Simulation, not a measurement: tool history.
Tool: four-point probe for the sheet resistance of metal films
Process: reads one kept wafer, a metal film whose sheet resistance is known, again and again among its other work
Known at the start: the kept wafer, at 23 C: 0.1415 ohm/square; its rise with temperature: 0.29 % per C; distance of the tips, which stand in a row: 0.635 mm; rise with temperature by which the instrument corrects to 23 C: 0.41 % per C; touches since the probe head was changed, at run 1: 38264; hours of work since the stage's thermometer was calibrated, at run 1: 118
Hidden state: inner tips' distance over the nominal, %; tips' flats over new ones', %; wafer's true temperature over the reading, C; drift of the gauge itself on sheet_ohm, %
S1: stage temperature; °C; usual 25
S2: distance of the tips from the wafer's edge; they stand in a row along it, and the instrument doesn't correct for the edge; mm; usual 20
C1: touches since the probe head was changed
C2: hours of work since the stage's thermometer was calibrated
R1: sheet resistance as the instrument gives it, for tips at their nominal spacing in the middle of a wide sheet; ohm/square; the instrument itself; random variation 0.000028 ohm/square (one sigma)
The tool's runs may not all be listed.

run	hour	S1	S2	C1	C2	R1
1	0	25	20	38264	118	0.14046
2	36	25	20	39316	142	0.140373
3	83.9	25	20	40716	174	0.140375
4	118.7	25	13	41733	198	0.140428
5	143.5	25	20	42455	214	0.140308
6	174.8	25	20	43370	235	0.140345
7	219.5	25	20	44679	265	0.14032
8	251.9	25	20	45625	287	0.140265
9	292.3	25	9	46804	314	0.140614
10	345.3	25	9	48352	349	0.140542
11	374.5	25	9	49206	369	0.14049
12	413.7	25	9	50354	395	0.140569
13	461.7	25	9	51754	427	0.140423
14	504.9	27	20	53016	456	0.13981
15	543.8	32	21	54153	482	0.138981
16	587.5	32	21	55431	511	0.138937
17	622.1	28	19	56443	534	0.139536
18	661.9	28	7	57606	561	0.140164
19	705.5	28	7	58880	590	0.140065
20	741.5	30	52	59930	614	0.139136
21	789.9	30	52	61344	646	0.139073
22	819.1	20	50	62197	666	0.140719
23	853	32	35	63189	689	0.138729
24	882.5	32	20	64051	708	0.138743
25	910	28	28	64856	727	0.139382
26	958.5	28	28	66271	759	0.13934
27	1008	35	5	67718	792	0.139363

Forecast each of these 5 alternatives for the next run:
A	1038.9	27	10	68622	813	?
B	1038.9	34	54	68622	813	?
C	1038.9	25	8	68622	813	?
D	1038.9	19	29	68622	813	?
E	1038.9	21	10	68622	813	?

run	R1
A	0.139754
B	0.138281
C	0.140209
D	0.140827
E	0.14077
Without the tool's hidden state the same runs would have given:
run	R1
A	0.141168
B	0.139681
C	0.141626
D	0.14225
E	0.142192
